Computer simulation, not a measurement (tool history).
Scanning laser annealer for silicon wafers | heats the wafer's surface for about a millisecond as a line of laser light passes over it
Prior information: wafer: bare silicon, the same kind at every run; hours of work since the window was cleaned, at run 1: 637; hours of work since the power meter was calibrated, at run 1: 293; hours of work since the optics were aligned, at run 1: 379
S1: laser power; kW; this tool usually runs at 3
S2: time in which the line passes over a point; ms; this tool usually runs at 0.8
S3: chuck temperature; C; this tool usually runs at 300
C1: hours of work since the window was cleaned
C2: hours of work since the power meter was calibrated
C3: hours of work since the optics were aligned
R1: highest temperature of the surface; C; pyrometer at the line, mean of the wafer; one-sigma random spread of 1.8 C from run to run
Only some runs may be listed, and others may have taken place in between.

Run 1, hour 0: usual settings; C1 637; C2 293; C3 379. Result: R1 1055 C.
Run 2, hour 19.4: usual settings but S1 2.882 kW; C1 651; C2 308; C3 393. Result: R1 1019 C.
Run 3, hour 50.6: usual settings but S3 267 C; C1 674; C2 331; C3 416. Result: R1 1024 C.
Run 4, hour 79.9: usual settings but S3 267 C; C1 696; C2 352; C3 438. Result: R1 1023 C.
Run 5, hour 105: usual settings but S2 0.766 ms; C1 714; C2 371; C3 456. Result: R1 1040 C.
Run 6, hour 139.3: usual settings but S2 0.766 ms, S3 267 C; C1 739; C2 396; C3 482. Result: R1 1004 C.
Run 7, hour 161.3: usual settings but S2 0.766 ms, S3 267 C; C1 755; C2 412; C3 498. Result: R1 1004 C.
Run 8, hour 196.6: usual settings; C1 781; C2 438; C3 524. Result: R1 1058 C.
Run 9, hour 216.3: usual settings; C1 796; C2 452; C3 538. Result: R1 1060 C.
At hour 240.8: window over the wafer cleaned.
Run 10, hour 243.2: usual settings; C1 2; C2 471; C3 557. Result: R1 1055 C.
Run 11, hour 262.2: usual settings but S1 2.711 kW; C1 16; C2 485; C3 571. Result: R1 962 C.
Run 12, hour 304.1: usual settings; C1 47; C2 516; C3 601. Result: R1 1055 C.
Run 13, hour 343.1: usual settings; C1 75; C2 544; C3 630. Result: R1 1055 C.
Run 14, hour 386.2: usual settings; C1 107; C2 576; C3 662. Result: R1 1054 C.
Run 15, hour 410.1: usual settings; C1 124; C2 593; C3 679. Result: R1 1054 C.
Run 16, hour 440.1: usual settings but S3 285 C; C1 146; C2 615; C3 701. Result: R1 1041 C.
Run 17, hour 466.7: usual settings but S3 285 C; C1 166; C2 635; C3 721. Result: R1 1042 C.
Run 18, hour 502.5: usual settings; C1 192; C2 661; C3 747. Result: R1 1056 C.
Run 19, hour 546.2: usual settings; C1 225; C2 694; C3 779. Result: R1 1059 C.
Run 20, hour 568.8: usual settings; C1 241; C2 710; C3 796. Result: R1 1054 C.
Run 21, hour 610.7: usual settings; C1 272; C2 741; C3 827. Result: R1 1060 C.
Run 22, hour 642.2: usual settings but S1 3.056 kW, S2 0.596 ms; C1 295; C2 764; C3 850. Result: R1 961 C.
Run 23, hour 659.9: usual settings but S1 3.056 kW, S2 0.796 ms, S3 309 C; C1 308; C2 777; C3 863. Result: R1 1083 C.
Run 24, hour 684.9: usual settings but S1 3.197 kW; C1 326; C2 795; C3 881. Result: R1 1123 C.
Run 25, hour 726.2: usual settings but S1 3.197 kW; C1 357; C2 826; C3 912. Result: R1 1119 C.
Run 26, hour 746.7: usual settings but S1 3.197 kW, S2 0.83 ms, S3 336 C; C1 372; C2 841; C3 927. Result: R1 1177 C.
Run 27, hour 781.3: usual settings but S1 3.197 kW, S2 0.83 ms, S3 336 C; C1 397; C2 866; C3 952. Result: R1 1176 C.
Run 28, hour 820.3: usual settings but S1 3.197 kW, S2 0.83 ms, S3 336 C; C1 426; C2 895; C3 981. Result: R1 1176 C.
Run 29, hour 858.5: usual settings but S1 3.197 kW, S2 0.83 ms, S3 336 C; C1 454; C2 923; C3 1009. Result: R1 1173 C.
Run 30, hour 878.7: usual settings but S1 3.197 kW, S2 0.83 ms, S3 336 C; C1 469; C2 938; C3 1024. Result: R1 1174 C.
Run 31, hour 908.7: usual settings but S1 3.197 kW, S2 0.83 ms, S3 336 C; C1 491; C2 960; C3 1046. Result: R1 1174 C.
Run 32, hour 939: usual settings but S1 3.031 kW, S2 0.83 ms, S3 277 C; C1 513; C2 982; C3 1068. Result: R1 1061 C.
Run 33, hour 972.4: usual settings but S1 3.031 kW, S2 0.83 ms, S3 277 C; C1 538; C2 1007; C3 1093. Result: R1 1060 C.
Run 34, hour 1001.8: usual settings but S1 3.227 kW, S2 0.885 ms, S3 277 C; C1 560; C2 1029; C3 1114. Result: R1 1156 C.
Run 35, hour 1023: usual settings but S1 2.801 kW, S2 0.599 ms, S3 327 C; C1 575; C2 1044; C3 1130. Result: R1 918 C.
Run 36, hour 1052.6: usual settings but S1 2.801 kW, S2 0.599 ms, S3 327 C; C1 597; C2 1066; C3 1152. Result: R1 918 C.
Run 37, hour 1090.7: usual settings but S2 0.653 ms, S3 277 C; C1 625; C2 1094; C3 1180. Result: R1 954 C.
Run 38, hour 1125.1: usual settings but S1 2.936 kW, S3 330 C; C1 650; C2 1119; C3 1205. Result: R1 1064 C.
Run 39, hour 1157.6: usual settings but S1 2.552 kW, S3 311 C; C1 674; C2 1143; C3 1229. Result: R1 924 C.
Run 40, hour 1187: usual settings but S2 0.987 ms; C1 696; C2 1165; C3 1250. Result: R1 1148 C.

Hidden condition of the tool, last listed run before each entry between runs versus first listed run after:
In the gap between runs 9 and 10: window over the wafer cleaned (hour 240.8)
  light that passes the window, % of a clean one's: 99.98 -> 100

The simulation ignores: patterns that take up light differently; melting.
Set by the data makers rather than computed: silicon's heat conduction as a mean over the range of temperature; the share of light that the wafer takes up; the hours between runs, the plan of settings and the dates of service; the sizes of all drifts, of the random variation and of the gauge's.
